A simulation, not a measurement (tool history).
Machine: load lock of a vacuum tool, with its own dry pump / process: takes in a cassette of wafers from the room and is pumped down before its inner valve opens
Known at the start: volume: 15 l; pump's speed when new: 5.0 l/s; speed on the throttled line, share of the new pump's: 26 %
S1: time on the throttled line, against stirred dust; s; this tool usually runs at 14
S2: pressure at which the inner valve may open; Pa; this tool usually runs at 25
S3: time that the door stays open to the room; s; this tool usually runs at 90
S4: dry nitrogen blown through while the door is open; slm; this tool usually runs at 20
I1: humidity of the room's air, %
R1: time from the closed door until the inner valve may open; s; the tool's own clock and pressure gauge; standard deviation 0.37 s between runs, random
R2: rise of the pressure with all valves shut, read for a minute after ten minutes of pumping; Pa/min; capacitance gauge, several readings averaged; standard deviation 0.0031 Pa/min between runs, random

run 1 hour=0 | S1=14 S2=25 S3=90 S4=20 | I1=45.5 | R1=34.7 R2=0.084
run 2 hour=175.4 | S1=14 S2=25 S3=90 S4=20 | I1=41.7 | R1=35 R2=0.082
run 3 hour=355 | S1=14 S2=25 S3=90 S4=20 | I1=44.5 | R1=34.9 R2=0.078
run 4 hour=557.1 | S1=14 S2=25 S3=90 S4=8 | I1=44.6 | R1=35.4 R2=0.106
run 5 hour=740.4 | S1=14 S2=25 S3=90 S4=20 | I1=45.2 | R1=35.3 R2=0.082
run 6 hour=1000.8 | S1=14 S2=42 S3=90 S4=20 | I1=46.6 | R1=34.2 R2=0.091
run 7 hour=1253 | S1=14 S2=30 S3=90 S4=20 | I1=45 | R1=34 R2=0.089
run 8 hour=1421.1 | S1=14 S2=30 S3=90 S4=20 | I1=45.8 | R1=34.5 R2=0.093
run 9 hour=1622.3 | S1=20 S2=25 S3=90 S4=20 | I1=42.7 | R1=39.5 R2=0.08
run 10 hour=1812 | S1=20 S2=25 S3=90 S4=20 | I1=41.9 | R1=39.1 R2=0.075
run 11 hour=2100.9 | S1=20 S2=25 S3=90 S4=20 | I1=45 | R1=39.6 R2=0.086
run 12 hour=2316.3 | S1=14 S2=25 S3=90 S4=5 | I1=43.4 | R1=35.4 R2=0.112
run 13 hour=2634.9 | S1=14 S2=25 S3=33 S4=20 | I1=44.1 | R1=35.5 R2=0.055
run 14 hour=2833.1 | S1=8 S2=25 S3=90 S4=20 | I1=46.3 | R1=30.7 R2=0.092
run 15 hour=2996.6 | S1=8 S2=25 S3=90 S4=20 | I1=47 | R1=30.7 R2=0.091
run 16 hour=3148.6 | S1=8 S2=25 S3=90 S4=17 | I1=46.3 | R1=31.1 R2=0.099
run 17 hour=3357.2 | S1=8 S2=25 S3=90 S4=17 | I1=48.6 | R1=30.9 R2=0.101
run 18 hour=3602.6 | S1=14 S2=25 S3=90 S4=35 | I1=44.8 | R1=35.7 R2=0.068
run 19 hour=3946.8 | S1=14 S2=34 S3=90 S4=35 | I1=40 | R1=33.5 R2=0.064
run 20 hour=4108.1 | S1=14 S2=50 S3=90 S4=4 | I1=45 | R1=32.8 R2=0.121
run 21 hour=4420.3 | S1=14 S2=50 S3=90 S4=4 | I1=49 | R1=32.9 R2=0.131
run 22 hour=4675.4 | S1=14 S2=50 S3=90 S4=4 | I1=41.1 | R1=33.5 R2=0.107
run 23 hour=4825.3 | S1=14 S2=50 S3=90 S4=4 | I1=44.4 | R1=32.7 R2=0.116
run 24 hour=5181.4 | S1=14 S2=50 S3=90 S4=4 | I1=44.1 | R1=33.5 R2=0.119
run 25 hour=5351.7 | S1=20 S2=23 S3=172 S4=5 | I1=44.2 | R1=40.7 R2=0.153
run 26 hour=5567.4 | S1=7 S2=19 S3=172 S4=5 | I1=48.1 | R1=30.4 R2=0.166
run 27 hour=5769.7 | S1=27 S2=25 S3=138 S4=20 | I1=44.5 | R1=44.5 R2=0.108
run 28 hour=5930.2 | S1=12 S2=31 S3=42 S4=8 | I1=44.1 | R1=33.1 R2=0.081
run 29 hour=6287.8 | S1=12 S2=31 S3=42 S4=8 | I1=43.5 | R1=33.2 R2=0.081
run 30 hour=6540.2 | S1=18 S2=38 S3=90 S4=20 | I1=47.2 | R1=37.1 R2=0.098
run 31 hour=6798.7 | S1=9 S2=25 S3=51 S4=20 | I1=46.3 | R1=32.2 R2=0.073
run 32 hour=7094.2 | S1=27 S2=37 S3=90 S4=19 | I1=43.5 | R1=43.2 R2=0.09
run 33 hour=7318.2 | S1=12 S2=36 S3=216 S4=30 | I1=43.3 | R1=32 R2=0.11
run 34 hour=7655.3 | S1=17 S2=42 S3=83 S4=6 | I1=43.5 | R1=35.5 R2=0.103
run 35 hour=7873.7 | S1=10 S2=39 S3=90 S4=5 | I1=43.4 | R1=30.7 R2=0.107
run 36 hour=8018.9 | S1=22 S2=50 S3=90 S4=4 | I1=45.2 | R1=38.5 R2=0.116
run 37 hour=8325.4 | S1=22 S2=50 S3=90 S4=4 | I1=43.4 | R1=39.2 R2=0.112

Not shown here: 1 entry made in the log between runs. Locate each between two listed runs and compare the hidden state at the listed run before it with the hidden state at the listed run after it:
After run 32, before run 33: door's seal changed, seat wiped (hour 7255.1)
  leak at the door's seal, Pa l/s: 0.0024 -> 0.002
